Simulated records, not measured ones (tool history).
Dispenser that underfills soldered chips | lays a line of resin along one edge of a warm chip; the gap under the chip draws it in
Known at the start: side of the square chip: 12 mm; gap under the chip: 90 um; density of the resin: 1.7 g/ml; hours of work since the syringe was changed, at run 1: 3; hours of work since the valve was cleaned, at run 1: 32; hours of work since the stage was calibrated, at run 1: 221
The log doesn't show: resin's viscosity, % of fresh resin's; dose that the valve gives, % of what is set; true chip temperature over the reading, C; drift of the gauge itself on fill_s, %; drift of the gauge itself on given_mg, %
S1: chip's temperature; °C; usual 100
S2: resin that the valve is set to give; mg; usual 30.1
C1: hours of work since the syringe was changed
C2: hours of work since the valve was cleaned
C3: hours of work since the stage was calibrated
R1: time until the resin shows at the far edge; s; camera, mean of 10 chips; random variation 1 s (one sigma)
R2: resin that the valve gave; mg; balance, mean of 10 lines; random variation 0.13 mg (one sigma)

run 1 hour=0 | S1=100 S2=30.1 | C1=3 C2=32 C3=221 | R1=119.4 R2=29.43
-- hour=5 new syringe of resin
run 2 hour=6.9 | S1=100 S2=30.1 | C1=1 C2=37 C3=226 | R1=111.6 R2=29.3
-- hour=14 new syringe of resin
run 3 hour=19.6 | S1=100 S2=30.1 | C1=4 C2=46 C3=235 | R1=126.4 R2=29.19
-- hour=23.4 new syringe of resin
run 4 hour=29.7 | S1=100 S2=30.1 | C1=5 C2=54 C3=242 | R1=130.5 R2=29.38
-- hour=32.2 new syringe of resin
-- hour=40.9 new syringe of resin
run 5 hour=42.1 | S1=100 S2=34.7 | C1=1 C2=63 C3=251 | R1=103.1 R2=33.48
-- hour=50.2 new syringe of resin
run 6 hour=53 | S1=100 S2=30.1 | C1=2 C2=71 C3=259 | R1=112.6 R2=28.69
-- hour=59.4 new syringe of resin
run 7 hour=59.6 | S1=100 S2=30.1 | C1=0 C2=76 C3=264 | R1=107.6 R2=28.79
-- hour=68.6 new syringe of resin
run 8 hour=70.6 | S1=100 S2=30.1 | C1=1 C2=84 C3=272 | R1=109.8 R2=28.68
-- hour=77.2 new syringe of resin
run 9 hour=77.9 | S1=100 S2=30.1 | C1=1 C2=89 C3=278 | R1=109.1 R2=28.4
-- hour=85.9 new syringe of resin
run 10 hour=88.3 | S1=100 S2=30.1 | C1=2 C2=97 C3=285 | R1=116.3 R2=28.44
-- hour=94.6 new syringe of resin
run 11 hour=101 | S1=100 S2=30.1 | C1=5 C2=106 C3=295 | R1=137 R2=28.28
-- hour=103.7 new syringe of resin
run 12 hour=106.9 | S1=114 S2=28.6 | C1=2 C2=110 C3=299 | R1=85.2 R2=26.86
-- hour=112.1 stage's temperature calibrated
-- hour=113.3 new syringe of resin
run 13 hour=117.9 | S1=100 S2=37.7 | C1=3 C2=118 C3=4 | R1=115.9 R2=35.01
-- hour=122.1 new syringe of resin
-- hour=125.4 dispensing valve cleaned and set on the balance
run 14 hour=128 | S1=100 S2=37.7 | C1=4 C2=2 C3=11 | R1=113.2 R2=37.43

The next listed run, before its measurement:
-- hour=132.3 new syringe of resin
run 15 hour=136 | S1=101 S2=29.2 | C1=3 C2=8 C3=17 | R1=? R2=?

R1: 110.8 s
R2: 29.03 mg
Without the tool's hidden state the same run would have given R1 96 s, R2 29.31 mg.
